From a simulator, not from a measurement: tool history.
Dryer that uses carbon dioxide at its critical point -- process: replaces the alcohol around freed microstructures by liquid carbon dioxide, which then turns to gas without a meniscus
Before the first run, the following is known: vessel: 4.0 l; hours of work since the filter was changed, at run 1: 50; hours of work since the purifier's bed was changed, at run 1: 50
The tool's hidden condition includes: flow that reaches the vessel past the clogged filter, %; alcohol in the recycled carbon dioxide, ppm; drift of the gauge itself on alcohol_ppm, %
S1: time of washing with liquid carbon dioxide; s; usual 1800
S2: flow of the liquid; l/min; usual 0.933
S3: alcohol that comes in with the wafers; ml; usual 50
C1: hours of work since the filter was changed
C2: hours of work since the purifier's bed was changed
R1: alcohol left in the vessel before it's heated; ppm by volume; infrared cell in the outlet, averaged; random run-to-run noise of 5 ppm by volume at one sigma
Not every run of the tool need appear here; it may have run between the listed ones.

run 1 day=0.000 | S1=1800 S2=0.933 S3=50 | C1=50 C2=50 | R1=29
run 2 day=0.258 | S1=1800 S2=0.933 S3=50 | C1=53 C2=53 | R1=34
run 3 day=0.592 | S1=1800 S2=0.933 S3=50 | C1=58 C2=58 | R1=32
run 4 day=0.996 | S1=1800 S2=0.933 S3=50 | C1=63 C2=63 | R1=29
run 5 day=1.188 | S1=1800 S2=0.933 S3=50 | C1=66 C2=66 | R1=24
run 6 day=1.517 | S1=1800 S2=0.933 S3=50 | C1=70 C2=70 | R1=36
run 7 day=1.938 | S1=1800 S2=0.933 S3=50 | C1=76 C2=76 | R1=26
run 8 day=2.283 | S1=1800 S2=0.933 S3=50 | C1=81 C2=81 | R1=30
run 9 day=2.492 | S1=1800 S2=0.896 S3=31 | C1=83 C2=83 | R1=27
run 10 day=2.721 | S1=1980 S2=0.904 S3=50 | C1=87 C2=87 | R1=25
run 11 day=3.142 | S1=1920 S2=0.604 S3=26 | C1=92 C2=92 | R1=93
run 12 day=3.588 | S1=1920 S2=0.604 S3=26 | C1=98 C2=98 | R1=89
run 13 day=3.788 | S1=1920 S2=0.604 S3=26 | C1=101 C2=101 | R1=96
run 14 day=4.121 | S1=1920 S2=0.885 S3=26 | C1=105 C2=105 | R1=25
run 15 day=4.346 | S1=1920 S2=0.885 S3=26 | C1=109 C2=109 | R1=17

Forecast each of these 5 alternatives for the next run:
run A day=4.550 | S1=1920 S2=0.885 S3=30 | C1=111 C2=111 | R1=?
run B day=4.550 | S1=1200 S2=0.885 S3=26 | C1=111 C2=111 | R1=?
run C day=4.550 | S1=2820 S2=1.383 S3=93 | C1=111 C2=111 | R1=?
run D day=4.550 | S1=1920 S2=0.646 S3=26 | C1=111 C2=111 | R1=?
run E day=4.550 | S1=1500 S2=1.531 S3=54 | C1=111 C2=111 | R1=?

run=A R1=17
run=B R1=110
run=C R1=7
run=D R1=79
run=E R1=19
Without the tool's hidden state the same runs would have given:
run=A R1=5
run=B R1=86
run=C R1=0
run=D R1=60
run=E R1=9
